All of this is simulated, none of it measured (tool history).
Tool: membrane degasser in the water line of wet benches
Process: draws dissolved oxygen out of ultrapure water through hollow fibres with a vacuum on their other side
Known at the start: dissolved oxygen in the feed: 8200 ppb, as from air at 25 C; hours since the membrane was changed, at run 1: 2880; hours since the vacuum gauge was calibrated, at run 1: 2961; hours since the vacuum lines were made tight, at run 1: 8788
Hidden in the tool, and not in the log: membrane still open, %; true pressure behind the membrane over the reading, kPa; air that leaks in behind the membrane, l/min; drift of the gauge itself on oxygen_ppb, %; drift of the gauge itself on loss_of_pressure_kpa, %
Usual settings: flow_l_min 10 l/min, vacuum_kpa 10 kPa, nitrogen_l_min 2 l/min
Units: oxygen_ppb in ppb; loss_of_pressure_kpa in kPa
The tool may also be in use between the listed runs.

run    hour  flow_l_min  vacuum_kpa  nitrogen_l_min  hours since the membrane was changed  hours since the vacuum gauge was calibrated  hours since the vacuum lines were made tight  oxygen_ppb  loss_of_pressure_kpa
  1       0          10          10               2                                  2880                                         2961                                          8788       266.9                 55.75
  2   142.7          10          10               2                                  3023                                         3104                                          8931       264.3                 55.35
  3   232.9           9          10               2                                  3113                                         3194                                          9021       202.7                 49.89
  4   379.5           9          10               2                                  3260                                         3341                                          9167         204                  49.6
  5   491.9           9          10               2                                  3372                                         3453                                          9280       202.7                 49.47
  6   647.2           7          10               2                                  3528                                         3608                                          9435       105.3                 38.67
  7   773.4           7          10               2                                  3654                                         3734                                          9561       104.6                 38.48
  8   875.6           7          10               2                                  3756                                         3837                                          9663       104.6                 38.09
  9  1012.3           7          10               2                                  3893                                         3973                                          9800         105                  38.5
 10  1100.9           7          10               2                                  3981                                         4062                                          9889         106                  38.3
 11  1227.1           7          10            2.06                                  4107                                         4188                                         10015       103.8                 38.21
 12  1337.9           7          10            2.06                                  4218                                         4299                                         10126       104.2                 37.83
 13  1471.9          10          10            2.03                                  4352                                         4433                                         10260       265.7                 54.62
 14    1588          10         9.6            2.03                                  4468                                         4549                                         10376         262                  54.2
 15  1690.2           6          10               2                                  4571                                         4651                                         10478        72.9                 32.67
 16  1840.3          10          10            3.02                                  4721                                         4801                                         10628       242.5                 54.33
 17  1959.9           7        14.8            3.02                                  4840                                         4921                                         10748       110.9                 37.64
 18  2023.3           7          13            4.64                                  4904                                         4984                                         10811          86                 37.43
 19  2100.6          16         6.7               2                                  4981                                         5062                                         10888         731                 86.51
     2179.3  -- gauge calibrated
 20  2226.2           8        23.4            1.08                                  5107                                         5187                                         11014       424.9                 44.11
 21  2376.1           9        19.1             2.1                                  5256                                         5337                                         11164       291.2                 49.85
 22  2516.5          12        20.7             1.4                                  5397                                         5478                                         11304       641.3                 65.82
     2585.3  -- seals of the vacuum lines changed
 23  2656.4          10          10            5.15                                  5535                                         5615                                            71       222.4                 55.21
 24  2790.8          12        20.6            1.47                                  5669                                         5750                                           206       629.6                 66.23
 25  2890.7           7         8.9            2.93                                  5769                                         5850                                           305        80.6                 38.46
 26  2990.9           9        10.9               2                                  5869                                         5950                                           406       212.7                 49.14
 27  3057.8          12         6.8            0.87                                  5936                                         6017                                           472       439.8                    66
 28    3189          13          10            1.46                                  6067                                         6148                                           604       543.2                  71.5
 29  3319.1           8         9.3            4.18                                  6197                                         6278                                           734       110.9                 43.74
 30  3443.6          12        23.2            1.97                                  6322                                         6403                                           858       595.6                 65.48
 31  3583.6           8        23.2            0.83                                  6462                                         6543                                           998       513.9                 43.46
 32  3685.2           8        23.2            0.83                                  6564                                         6644                                          1100       515.4                 43.24

Measured less the same run without the tool's hidden state. The same run-to-run variation is in both; the gauge's scatter may not be:
run  loss_of_pressure_kpa
  1                 +0.02
  2                 -0.08
  3                 -0.13
  4                 -0.23
  5                  -0.3
  6                 -0.32
  7                 -0.38
  8                 -0.44
  9                 -0.51
 10                 -0.55
 11                 -0.62
 12                 -0.67
 13                 -1.06
 14                 -1.15
 15                 -0.73
 16                 -1.33
 17                 -0.99
 18                 -1.02
 19                 -2.43
 20                    +0
 21                  -0.1
 22                 -0.25
 23                 -0.31
 24                  -0.5
 25                 -0.34
 26                  -0.5
 27                 -0.72
 28                 -0.91
 29                 -0.64
 30                 -1.07
 31                 -0.79
 32                 -0.85
oxygen_ppb: within 1.3 ppb of the measured result in every run.

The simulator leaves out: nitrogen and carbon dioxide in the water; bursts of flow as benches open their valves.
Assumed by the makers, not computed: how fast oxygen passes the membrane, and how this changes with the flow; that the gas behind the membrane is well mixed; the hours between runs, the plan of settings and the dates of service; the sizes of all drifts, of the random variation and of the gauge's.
